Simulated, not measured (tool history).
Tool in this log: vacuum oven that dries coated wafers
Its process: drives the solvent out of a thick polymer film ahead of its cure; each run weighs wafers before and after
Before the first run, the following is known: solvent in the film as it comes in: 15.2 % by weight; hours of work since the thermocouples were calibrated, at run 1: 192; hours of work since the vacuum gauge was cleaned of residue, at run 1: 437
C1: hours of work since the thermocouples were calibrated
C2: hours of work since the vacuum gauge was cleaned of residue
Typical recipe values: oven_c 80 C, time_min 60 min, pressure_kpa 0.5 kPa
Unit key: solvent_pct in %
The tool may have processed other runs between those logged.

Run 1, day 0: usual settings; C1 192; C2 437. Result: solvent_pct 1.62 %.
Run 2, day 1.096: usual settings but time_min 41 min; C1 204; C2 449. Result: solvent_pct 2.89 %.
Run 3, day 2.717: usual settings but pressure_kpa 0.817 kPa; C1 222; C2 466. Result: solvent_pct 1.82 %.
Run 4, day 4.65: usual settings; C1 243; C2 487. Result: solvent_pct 1.61 %.
Run 5, day 6.325: usual settings; C1 261; C2 505. Result: solvent_pct 1.61 %.
Run 6, day 8.512: usual settings; C1 284; C2 529. Result: solvent_pct 1.61 %.
Run 7, day 9.825: usual settings; C1 299; C2 543. Result: solvent_pct 1.6 %.
Run 8, day 12.062: usual settings; C1 323; C2 567. Result: solvent_pct 1.63 %.
Run 9, day 13.158: usual settings but time_min 106 min; C1 334; C2 579. Result: solvent_pct 0.61 %.
Run 10, day 15.458: usual settings but time_min 106 min; C1 359; C2 604. Result: solvent_pct 0.64 %.
Run 11, day 17.692: usual settings but pressure_kpa 0.961 kPa; C1 383; C2 628. Result: solvent_pct 1.94 %.
Run 12, day 18.775: usual settings but time_min 75 min; C1 395; C2 640. Result: solvent_pct 1.09 %.
At day 19.025: oven's thermocouples calibrated.
Run 13, day 20.371: usual settings but pressure_kpa 0.729 kPa; C1 15; C2 656. Result: solvent_pct 1.77 %.
Run 14, day 21.533: usual settings but pressure_kpa 0.729 kPa; C1 27; C2 669. Result: solvent_pct 1.75 %.
Run 15, day 23.492: usual settings but oven_c 73 C; C1 48; C2 690. Result: solvent_pct 2.94 %.
Run 16, day 25.296: usual settings but pressure_kpa 0.29 kPa; C1 68; C2 709. Result: solvent_pct 1.45 %.
Run 17, day 26.675: usual settings; C1 83; C2 724. Result: solvent_pct 1.57 %.
Run 18, day 27.762: usual settings; C1 94; C2 736. Result: solvent_pct 1.61 %.
Run 19, day 30.242: usual settings; C1 121; C2 763. Result: solvent_pct 1.59 %.
Run 20, day 31.404: usual settings; C1 134; C2 775. Result: solvent_pct 1.59 %.
At day 32.062: oven's thermocouples calibrated, once more.
Run 21, day 33.725: usual settings but oven_c 82 C; C1 18; C2 799. Result: solvent_pct 1.32 %.
Run 22, day 34.742: usual settings; C1 29; C2 810. Result: solvent_pct 1.59 %.
Run 23, day 36.988: usual settings; C1 53; C2 835. Result: solvent_pct 1.59 %.
Run 24, day 38.05: usual settings; C1 65; C2 846. Result: solvent_pct 1.59 %.
Run 25, day 39.546: usual settings; C1 81; C2 862. Result: solvent_pct 1.59 %.
Run 26, day 41.221: usual settings; C1 99; C2 880. Result: solvent_pct 1.59 %.
Run 27, day 42.929: usual settings but oven_c 75 C, time_min 36 min, pressure_kpa 0.949 kPa; C1 117; C2 899. Result: solvent_pct 4.83 %.
Run 28, day 44.121: usual settings but time_min 39 min, pressure_kpa 1.991 kPa; C1 130; C2 912. Result: solvent_pct 3.91 %.
Run 29, day 45.392: usual settings but time_min 70 min, pressure_kpa 0.32 kPa; C1 144; C2 925. Result: solvent_pct 1.08 %.
Run 30, day 47.604: usual settings but time_min 70 min, pressure_kpa 0.32 kPa; C1 168; C2 949. Result: solvent_pct 1.11 %.
Run 31, day 49.996: usual settings but time_min 70 min, pressure_kpa 0.32 kPa; C1 194; C2 975. Result: solvent_pct 1.11 %.
Run 32, day 51.133: usual settings but time_min 66 min, pressure_kpa 0.927 kPa; C1 206; C2 988. Result: solvent_pct 1.63 %.
Run 33, day 52.767: usual settings but oven_c 66 C, time_min 66 min, pressure_kpa 0.927 kPa; C1 224; C2 1005. Result: solvent_pct 4.63 %.
Run 34, day 53.904: usual settings but oven_c 66 C, time_min 66 min, pressure_kpa 0.927 kPa; C1 236; C2 1017. Result: solvent_pct 4.64 %.
Run 35, day 55.158: usual settings but oven_c 88 C, pressure_kpa 0.518 kPa; C1 250; C2 1031. Result: solvent_pct 0.73 %.
Run 36, day 56.842: usual settings but oven_c 65 C, time_min 38 min, pressure_kpa 0.317 kPa; C1 268; C2 1049. Result: solvent_pct 6.65 %.

Run 37, settings as shown, results not yet in. Your forecast:
Run 37, day 57.879: usual settings but oven_c 65 C, time_min 38 min, pressure_kpa 0.317 kPa; C1 279; C2 1060. Result: solvent_pct ?.

solvent_pct: 6.67 %
Had the tool carried no hidden state, the very same run would have given solvent_pct 6.7 %.
